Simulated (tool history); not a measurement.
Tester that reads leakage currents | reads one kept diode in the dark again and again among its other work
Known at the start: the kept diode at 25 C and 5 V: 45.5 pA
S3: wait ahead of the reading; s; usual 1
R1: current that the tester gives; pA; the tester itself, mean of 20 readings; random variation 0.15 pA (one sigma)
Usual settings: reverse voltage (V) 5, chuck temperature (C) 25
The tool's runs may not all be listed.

Run 1, hour 0: usual settings. Result: R1 50.04 pA.
Run 2, hour 102.2: usual settings. Result: R1 49.76 pA.
At hour 212.8: probe card cleaned and baked.
Run 3, hour 279.9: usual settings but S3 0.53 s. Result: R1 41.48 pA.
Run 4, hour 404.8: usual settings but S3 0.53 s. Result: R1 41.28 pA.
Run 5, hour 581.5: usual settings but chuck temperature (C) 35. Result: R1 92.39 pA.
Run 6, hour 693.7: usual settings but chuck temperature (C) 35. Result: R1 91.67 pA.
Run 7, hour 787.2: usual settings but chuck temperature (C) 35. Result: R1 91.4 pA.
At hour 868.3: chuck's temperature calibrated.
Run 8, hour 930.5: usual settings but chuck temperature (C) 35. Result: R1 108.34 pA.
Run 9, hour 1048.9: usual settings but chuck temperature (C) 35. Result: R1 107.72 pA.
Run 10, hour 1233: usual settings. Result: R1 47.54 pA.
Run 11, hour 1317.8: usual settings. Result: R1 47.64 pA.
Run 12, hour 1450.4: usual settings but reverse voltage (V) 1.18. Result: R1 23.64 pA.
Run 13, hour 1635.3: usual settings but S3 1.9 s. Result: R1 46.9 pA.
Run 14, hour 1761.2: usual settings but S3 0.53 s. Result: R1 48.2 pA.
Run 15, hour 1857.7: usual settings but S3 0.53 s. Result: R1 48.19 pA.
Run 16, hour 1936.1: usual settings but chuck temperature (C) 29. Result: R1 63.89 pA.
Run 17, hour 2044.1: usual settings but chuck temperature (C) 29. Result: R1 63.43 pA.
Run 18, hour 2171.1: usual settings but chuck temperature (C) 29. Result: R1 63.28 pA.
Run 19, hour 2304.1: usual settings but reverse voltage (V) 5.34, chuck temperature (C) 29. Result: R1 64.98 pA.
Run 20, hour 2458.8: usual settings but reverse voltage (V) 6.42, chuck temperature (C) 29. Result: R1 71.72 pA.
Run 21, hour 2631: usual settings but S3 2.79 s. Result: R1 45.66 pA.
Run 22, hour 2771.5: usual settings but S3 2.79 s. Result: R1 45.83 pA.
Run 23, hour 2885.4: usual settings but chuck temperature (C) 27, S3 5.48 s. Result: R1 52.48 pA.
At hour 3023.7: probe card cleaned and baked.
Run 24, hour 3028.3: usual settings but reverse voltage (V) 19.04, chuck temperature (C) 27, S3 5.48 s. Result: R1 78.87 pA.
At hour 3094: chuck's temperature calibrated.
Run 25, hour 3213.6: usual settings but chuck temperature (C) 41, S3 7.71 s. Result: R1 167.23 pA.
Run 26, hour 3317.6: usual settings but reverse voltage (V) 18.12, chuck temperature (C) 36, S3 6.15 s. Result: R1 199.86 pA.
Run 27, hour 3512.9: usual settings but reverse voltage (V) 2.79, chuck temperature (C) 36, S3 8.83 s. Result: R1 85.08 pA.
Run 28, hour 3593.5: usual settings but reverse voltage (V) 1.44, chuck temperature (C) 29, S3 4.09 s. Result: R1 35.48 pA.
Run 29, hour 3701.6: usual settings but reverse voltage (V) 1.44, chuck temperature (C) 36, S3 2.77 s. Result: R1 62.98 pA.
Run 30, hour 3797.1: usual settings but reverse voltage (V) 1.44, chuck temperature (C) 36, S3 2.77 s. Result: R1 62.16 pA.
Run 31, hour 3955.1: usual settings but reverse voltage (V) 2.38, chuck temperature (C) 36, S3 0.37 s. Result: R1 77.98 pA.
Run 32, hour 4042.4: usual settings but reverse voltage (V) 2.38, chuck temperature (C) 36, S3 0.37 s. Result: R1 77.85 pA.
Run 33, hour 4145: usual settings but reverse voltage (V) 2.38, chuck temperature (C) 46, S3 0.37 s. Result: R1 167.55 pA.
Run 34, hour 4252.3: usual settings but reverse voltage (V) 2.38, chuck temperature (C) 46, S3 0.37 s. Result: R1 166.42 pA.
Run 35, hour 4399.8: usual settings but reverse voltage (V) 1.25, S3 2.25 s. Result: R1 22.66 pA.
At hour 4483.8: tester calibrated.
Run 36, hour 4541.5: usual settings but reverse voltage (V) 1.25, chuck temperature (C) 31, S3 0.32 s. Result: R1 38.46 pA.
Run 37, hour 4669: usual settings but reverse voltage (V) 1.99, chuck temperature (C) 31, S3 0.52 s. Result: R1 46.91 pA.
Run 38, hour 4843.7: usual settings but reverse voltage (V) 1.99, chuck temperature (C) 31, S3 0.52 s. Result: R1 46.59 pA.
Run 39, hour 4982: usual settings but reverse voltage (V) 1.73. Result: R1 26.58 pA.

Forecast each of these 4 alternatives for the next run:
Run A, hour 5164.6: usual settings but reverse voltage (V) 2.51, chuck temperature (C) 35, S3 4 s. Result: R1 ?.
Run B, hour 5164.6: usual settings but reverse voltage (V) 1.73, chuck temperature (C) 27, S3 1.13 s. Result: R1 ?.
Run C, hour 5164.6: usual settings but reverse voltage (V) 1.18, chuck temperature (C) 55, S3 1.02 s. Result: R1 ?.
Run D, hour 5164.6: usual settings but reverse voltage (V) 2.86, chuck temperature (C) 37, S3 8.07 s. Result: R1 ?.

run      R1
  A   69.35
  B   30.89
  C  227.95
  D   86.26
Without the tool's hidden state the same runs would have given:
run      R1
  A   79.08
  B   34.46
  C  266.17
  D   98.56

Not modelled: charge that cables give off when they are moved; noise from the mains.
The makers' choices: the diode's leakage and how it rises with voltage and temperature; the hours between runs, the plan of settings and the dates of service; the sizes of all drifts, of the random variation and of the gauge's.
